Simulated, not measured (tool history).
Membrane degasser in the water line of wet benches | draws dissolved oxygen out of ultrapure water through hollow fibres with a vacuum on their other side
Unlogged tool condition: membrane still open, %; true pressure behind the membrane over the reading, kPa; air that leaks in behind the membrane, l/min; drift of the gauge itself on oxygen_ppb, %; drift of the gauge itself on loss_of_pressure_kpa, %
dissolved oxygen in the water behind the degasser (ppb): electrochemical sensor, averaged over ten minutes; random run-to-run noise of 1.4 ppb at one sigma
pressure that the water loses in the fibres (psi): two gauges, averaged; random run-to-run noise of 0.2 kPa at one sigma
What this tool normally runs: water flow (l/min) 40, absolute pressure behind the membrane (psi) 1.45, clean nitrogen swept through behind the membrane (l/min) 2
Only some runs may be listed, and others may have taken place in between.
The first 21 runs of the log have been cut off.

run    hour  water flow (l/min)  absolute pressure behind the membrane (psi)  clean nitrogen swept through behind the membrane (l/min)  hours since the membrane was changed  hours since the vacuum gauge was calibrated  hours since the vacuum lines were made tight  dissolved oxygen in the water behind the degasser (ppb)  pressure that the water loses in the fibres (psi)
 22   877.6                  56                                         2.42                                                      2.13                                  2242                                         1793                                          2729                                                    732.1                                               9.02
 23   929.8                  56                                         2.42                                                      2.13                                  2294                                         1845                                          2781                                                    733.8                                              9.023
 24     974                  40                                         0.97                                                      4.45                                  2338                                         1890                                          2826                                                     80.5                                              6.438
 25  1017.9                  40                                         1.39                                                      1.67                                  2382                                         1933                                          2869                                                      334                                               6.39
 26  1061.1                  45                                         2.13                                                      1.54                                  2425                                         1977                                          2913                                                    677.6                                              7.249
 27  1101.3                  54                                         3.51                                                      3.51                                  2465                                         2017                                          2953                                                    699.5                                               8.71
 28  1147.1                  54                                         3.51                                                      3.51                                  2511                                         2063                                          2999                                                    704.7                                              8.663
 29  1197.6                  54                                         3.51                                                      3.51                                  2562                                         2113                                          3049                                                    705.2                                               8.71
 30  1255.5                  40                                         1.45                                                      1.51                                  2620                                         2171                                          3107                                                    389.1                                              6.419
 31    1307                  47                                         1.28                                                         2                                  2671                                         2223                                          3159                                                    295.8                                              7.535
 32  1363.1                  33                                         1.91                                                      0.88                                  2727                                         2279                                          3215                                                    721.9                                              5.369
 33  1421.8                  33                                         1.91                                                      0.88                                  2786                                         2337                                          3273                                                    722.2                                              5.321

Predict each of these 3 candidate next runs independently; none follows another, all start after run 33:
  A  1478.8                  26                                         1.41                                                      2.38                                  2843                                         2394                                          3330                                                        ?                                                  ?
  B  1478.8                  34                                          3.5                                                      1.47                                  2843                                         2394                                          3330                                                        ?                                                  ?
  C  1478.8                  40                                         3.63                                                      1.89                                  2843                                         2394                                          3330                                                        ?                                                  ?

run  dissolved oxygen in the water behind the degasser (ppb)  pressure that the water loses in the fibres (psi)
  A                                                    170.3                                              4.189
  B                                                    972.3                                              5.552
  C                                                    939.6                                              6.441
Stripped of hidden state, with their random variation kept, the same runs would have yielded:
run  dissolved oxygen in the water behind the degasser (ppb)  pressure that the water loses in the fibres (psi)
  A                                                    163.9                                              4.077
  B                                                      960                                              5.407
  C                                                      928                                              6.271
